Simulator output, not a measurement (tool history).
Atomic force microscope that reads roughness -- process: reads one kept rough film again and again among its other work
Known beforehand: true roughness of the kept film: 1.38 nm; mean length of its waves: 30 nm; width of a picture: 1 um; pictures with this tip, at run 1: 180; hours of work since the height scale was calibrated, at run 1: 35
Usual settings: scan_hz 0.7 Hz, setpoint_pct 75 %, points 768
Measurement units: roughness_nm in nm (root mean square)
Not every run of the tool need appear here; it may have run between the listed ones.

run   hour  scan_hz  setpoint_pct  points  pictures with this tip  hours of work since the height scale was calibrated  roughness_nm
  1      0      0.7            75     768                     180                                                   35         1.259
  2    8.6      0.7            75     478                     196                                                   41         1.246
       9.7  -- new tip fitted
  3   17.4      0.7            75     478                      14                                                   46         1.263
  4   23.6      0.7            75     478                      25                                                   50         1.258
  5   28.2    0.819            75     768                      34                                                   53         1.245
  6   34.7    0.819            75     768                      46                                                   58         1.252
  7   44.5    0.819            75     768                      64                                                   64         1.247
  8   53.1    0.819            75     768                      80                                                   70         1.248
  9   59.8    0.819            75     768                      93                                                   74         1.258
 10   64.8    0.819            78     768                     102                                                   78          1.24
 11   68.9    0.819            78     768                     110                                                   80         1.239
 12   75.9    2.248            75     768                     122                                                   85          1.18
 13   85.2      0.6            84     803                     140                                                   91         1.245
 14   94.4    2.221            84     325                     157                                                   97         1.113
 15    103    2.221            84     325                     173                                                  103         1.102
 16  107.1    0.695            88     325                     180                                                  106         1.211
 17  112.6      0.7            75     935                     191                                                  109         1.247
       117  -- new tip fitted
 18  117.1    0.599            79     543                       0                                                  112         1.258
 19  124.7    0.599            79     543                      14                                                  117         1.255
 20  129.8    0.599            79     543                      24                                                  121         1.251
 21  138.5    1.405            79     612                      40                                                  126         1.206
 22  144.7    1.405            79     612                      51                                                  130         1.204

What differs in the tool's unlogged condition from the final listed run ahead of each entry between runs to the first listed run following it?
Runs 2 to 3: new tip fitted (hour 9.7)
  radius of the tip, nm: 10.7 -> 10.1
Runs 17 to 18: new tip fitted (hour 117)
  radius of the tip, nm: 10.6 -> 10

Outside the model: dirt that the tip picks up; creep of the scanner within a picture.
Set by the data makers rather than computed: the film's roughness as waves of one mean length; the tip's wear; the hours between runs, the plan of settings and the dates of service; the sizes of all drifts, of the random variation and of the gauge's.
